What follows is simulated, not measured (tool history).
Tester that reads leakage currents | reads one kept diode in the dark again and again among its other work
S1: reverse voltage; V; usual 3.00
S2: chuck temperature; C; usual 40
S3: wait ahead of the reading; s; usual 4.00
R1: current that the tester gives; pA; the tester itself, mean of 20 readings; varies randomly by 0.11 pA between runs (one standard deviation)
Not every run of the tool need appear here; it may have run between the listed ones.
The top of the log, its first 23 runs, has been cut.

Run 24, hour 1296.7: usual settings but S1 2.52 V, S2 21 C, S3 8.62 s. Result: R1 9.20 pA.
Run 25, hour 1329.0: usual settings but S1 3.02 V, S2 25 C, S3 8.62 s. Result: R1 12.89 pA.
Run 26, hour 1362.8: usual settings but S2 43 C. Result: R1 45.65 pA.
At hour 1381.2: probe card cleaned and baked, once more.
Run 27, hour 1413.4: usual settings but S1 1.05 V, S2 35 C, S3 6.28 s. Result: R1 13.93 pA.
Run 28, hour 1464.1: usual settings but S1 16.28 V, S2 32 C, S3 6.28 s. Result: R1 27.18 pA.
Run 29, hour 1535.6: usual settings but S1 1.60 V, S3 1.36 s. Result: R1 25.21 pA.
Run 30, hour 1602.5: usual settings but S1 3.02 V, S3 9.44 s. Result: R1 30.98 pA.
At hour 1638.7: chuck's temperature calibrated.
Run 31, hour 1671.1: usual settings but S1 3.84 V, S3 4.70 s. Result: R1 37.91 pA.
Run 32, hour 1736.1: usual settings but S1 4.84 V, S2 44 C, S3 1.22 s. Result: R1 58.49 pA.
Run 33, hour 1793.2: usual settings but S1 3.04 V, S3 1.53 s. Result: R1 35.28 pA.
Run 34, hour 1838.8: usual settings but S1 3.04 V, S3 1.53 s. Result: R1 35.18 pA.
Run 35, hour 1914.7: usual settings but S1 3.04 V, S3 1.53 s. Result: R1 35.37 pA.
Run 36, hour 1967.5: usual settings but S3 8.03 s. Result: R1 34.41 pA.
Run 37, hour 2010.0: usual settings but S1 12.58 V, S2 49 C. Result: R1 121.16 pA.
Run 38, hour 2045.4: usual settings but S1 6.98 V, S2 49 C, S3 3.62 s. Result: R1 98.48 pA.
Run 39, hour 2107.0: usual settings but S1 1.98 V, S3 1.66 s. Result: R1 30.12 pA.

Each row is a separate what-if for the run after 39, all from the same tool condition, not one after another. Results?
Run A, hour 2145.1: usual settings but S1 1.00 V, S3 0.69 s. Result: R1 ?.
Run B, hour 2145.1: usual settings but S1 1.05 V. Result: R1 ?.
Run C, hour 2145.1: usual settings but S1 1.52 V. Result: R1 ?.
Run D, hour 2145.1: usual settings but S1 1.65 V, S3 1.66 s. Result: R1 ?.

run     R1
  A  24.08
  B  23.98
  C  27.38
  D  28.26
Stripped of hidden state, with their random variation kept, the same runs would have yielded:
run     R1
  A  24.24
  B  24.14
  C  27.44
  D  28.30
